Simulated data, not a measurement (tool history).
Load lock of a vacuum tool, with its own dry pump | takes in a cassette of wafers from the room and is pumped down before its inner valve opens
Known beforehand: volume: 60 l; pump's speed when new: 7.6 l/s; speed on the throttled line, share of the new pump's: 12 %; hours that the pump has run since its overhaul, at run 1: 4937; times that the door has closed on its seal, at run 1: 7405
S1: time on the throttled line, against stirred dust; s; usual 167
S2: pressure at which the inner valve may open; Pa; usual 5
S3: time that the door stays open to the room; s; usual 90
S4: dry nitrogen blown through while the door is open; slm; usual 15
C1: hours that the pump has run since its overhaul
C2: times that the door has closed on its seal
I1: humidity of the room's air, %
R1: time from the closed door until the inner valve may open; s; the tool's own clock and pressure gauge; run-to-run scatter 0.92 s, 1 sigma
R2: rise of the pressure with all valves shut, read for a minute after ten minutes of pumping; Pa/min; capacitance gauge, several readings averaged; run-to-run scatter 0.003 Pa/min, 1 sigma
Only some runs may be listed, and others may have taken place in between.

Run 1, hour 0: usual settings; C1 4937; C2 7405; I1 45.8. Result: R1 232.7 s, R2 0.058 Pa/min.
Run 2, hour 140.2: usual settings; C1 5077; C2 7940; I1 47.2. Result: R1 231.1 s, R2 0.065 Pa/min.
Run 3, hour 380.8: usual settings; C1 5317; C2 8858; I1 44.8. Result: R1 230.5 s, R2 0.059 Pa/min.
Run 4, hour 552.1: usual settings but S3 114 s; C1 5489; C2 9512; I1 45. Result: R1 230.9 s, R2 0.073 Pa/min.
Run 5, hour 764.1: usual settings but S3 114 s; C1 5701; C2 10321; I1 44.7. Result: R1 232.1 s, R2 0.071 Pa/min.
Run 6, hour 946.8: usual settings but S3 114 s; C1 5883; C2 11018; I1 48.2. Result: R1 230.4 s, R2 0.076 Pa/min.
Run 7, hour 1186.8: usual settings but S1 127 s, S3 114 s; C1 6123; C2 11934; I1 40.9. Result: R1 198.5 s, R2 0.067 Pa/min.
Run 8, hour 1470: usual settings but S1 127 s, S3 114 s; C1 6407; C2 13014; I1 46.1. Result: R1 196 s, R2 0.076 Pa/min.
Run 9, hour 1682.9: usual settings but S1 127 s, S3 114 s; C1 6620; C2 13827; I1 44.3. Result: R1 198.9 s, R2 0.076 Pa/min.
Run 10, hour 1960.8: usual settings but S1 127 s, S3 202 s; C1 6897; C2 14887; I1 41.4. Result: R1 198.4 s, R2 0.087 Pa/min.
Run 11, hour 2158: usual settings but S1 127 s, S3 202 s; C1 7095; C2 15640; I1 43.8. Result: R1 198.1 s, R2 0.095 Pa/min.
Run 12, hour 2469.5: usual settings but S1 127 s, S3 202 s; C1 7406; C2 16829; I1 46.4. Result: R1 199.3 s, R2 0.102 Pa/min.
Run 13, hour 2645: usual settings; C1 7582; C2 17498; I1 45.2. Result: R1 233.9 s, R2 0.079 Pa/min.
Run 14, hour 2909.6: usual settings; C1 7846; C2 18508; I1 43.1. Result: R1 232.4 s, R2 0.084 Pa/min.
Run 15, hour 3080.6: usual settings but S3 185 s; C1 8017; C2 19161; I1 45.3. Result: R1 235.5 s, R2 0.105 Pa/min.
Run 16, hour 3270.4: usual settings but S3 185 s; C1 8207; C2 19885; I1 48.2. Result: R1 233.6 s, R2 0.111 Pa/min.
Run 17, hour 3498.6: usual settings but S3 189 s; C1 8435; C2 20755; I1 45.4. Result: R1 234 s, R2 0.11 Pa/min.
Run 18, hour 3689.9: usual settings; C1 8627; C2 21486; I1 47.8. Result: R1 235 s, R2 0.088 Pa/min.
Run 19, hour 3991: usual settings but S4 16 slm; C1 8928; C2 22635; I1 45.6. Result: R1 235.7 s, R2 0.093 Pa/min.
Run 20, hour 4283: usual settings but S1 164 s, S2 4 Pa, S3 93 s; C1 9220; C2 23749; I1 42.5. Result: R1 235.5 s, R2 0.096 Pa/min.
Run 21, hour 4533.9: usual settings but S3 156 s; C1 9471; C2 24706; I1 45.9. Result: R1 235.3 s, R2 0.12 Pa/min.
Run 22, hour 4775.6: usual settings but S1 137 s, S2 7 Pa, S4 16 slm; C1 9712; C2 25628; I1 47.8. Result: R1 206.9 s, R2 0.106 Pa/min.
Run 23, hour 5039.4: usual settings but S1 86 s, S3 104 s, S4 35 slm; C1 9976; C2 26635; I1 47. Result: R1 165 s, R2 0.1 Pa/min.
Run 24, hour 5354.3: usual settings but S1 86 s, S3 104 s, S4 35 slm; C1 10291; C2 27837; I1 47.5. Result: R1 166 s, R2 0.108 Pa/min.
Run 25, hour 5577.7: usual settings but S1 86 s, S3 71 s, S4 35 slm; C1 10514; C2 28689; I1 44.1. Result: R1 166.7 s, R2 0.102 Pa/min.
Run 26, hour 5778.2: usual settings but S1 86 s, S3 71 s, S4 35 slm; C1 10715; C2 29454; I1 45.4. Result: R1 168.3 s, R2 0.106 Pa/min.
Run 27, hour 5984.2: usual settings but S1 86 s, S3 71 s, S4 35 slm; C1 10921; C2 30240; I1 41.8. Result: R1 166.5 s, R2 0.105 Pa/min.
Run 28, hour 6195.3: usual settings but S1 233 s, S3 71 s, S4 16 slm; C1 11132; C2 31046; I1 44. Result: R1 295.7 s, R2 0.114 Pa/min.
Run 29, hour 6411: usual settings but S1 317 s, S3 192 s, S4 16 slm; C1 11348; C2 31869; I1 43.8. Result: R1 365.3 s, R2 0.149 Pa/min.
Run 30, hour 6656.4: usual settings but S1 317 s, S3 43 s, S4 16 slm; C1 11593; C2 32805; I1 47.3. Result: R1 366 s, R2 0.121 Pa/min.
Run 31, hour 6799.6: usual settings but S1 317 s, S3 83 s, S4 16 slm; C1 11736; C2 33352; I1 43.6. Result: R1 367.4 s, R2 0.13 Pa/min.
Run 32, hour 7057.3: usual settings but S1 122 s, S3 83 s, S4 43 slm; C1 11994; C2 34336; I1 46.5. Result: R1 201.4 s, R2 0.119 Pa/min.
Run 33, hour 7224.4: usual settings but S1 122 s, S2 6 Pa, S3 158 s, S4 43 slm; C1 12161; C2 34973; I1 44.4. Result: R1 199.5 s, R2 0.13 Pa/min.
Run 34, hour 7467.2: usual settings but S3 69 s, S4 10 slm; C1 12404; C2 35899; I1 45. Result: R1 239.1 s, R2 0.154 Pa/min.
Run 35, hour 7763.9: usual settings but S1 169 s, S3 220 s, S4 7 slm; C1 12700; C2 37032; I1 46.2. Result: R1 240.8 s, R2 0.196 Pa/min.
Run 36, hour 8056.1: usual settings but S1 169 s, S3 220 s, S4 7 slm; C1 12993; C2 38147; I1 43.9. Result: R1 241.2 s, R2 0.194 Pa/min.
Run 37, hour 8366.5: usual settings but S1 169 s, S3 220 s, S4 19 slm; C1 13303; C2 39331; I1 43.9. Result: R1 241.7 s, R2 0.18 Pa/min.

3 ways to go on from here, each from the tool as it stands after run 37. What would each give?
Run A, hour 8507.8: usual settings but S1 224 s, S2 6 Pa; C1 13444; C2 39870; I1 46. Result: R1 ?, R2 ?.
Run B, hour 8507.8: usual settings but S1 169 s, S2 7 Pa, S3 220 s, S4 19 slm; C1 13444; C2 39870; I1 44.8. Result: R1 ?, R2 ?.
Run C, hour 8507.8: usual settings but S2 8 Pa, S3 163 s; C1 13444; C2 39870; I1 45.4. Result: R1 ?, R2 ?.

run     R1     R2
  A  284.9  0.168
  B  237.9  0.183
  C  234.7  0.181
What these runs would have given with no unlogged condition in the tool:
run     R1     R2
  A    274  0.048
  B  225.8  0.062
  C  222.8  0.062
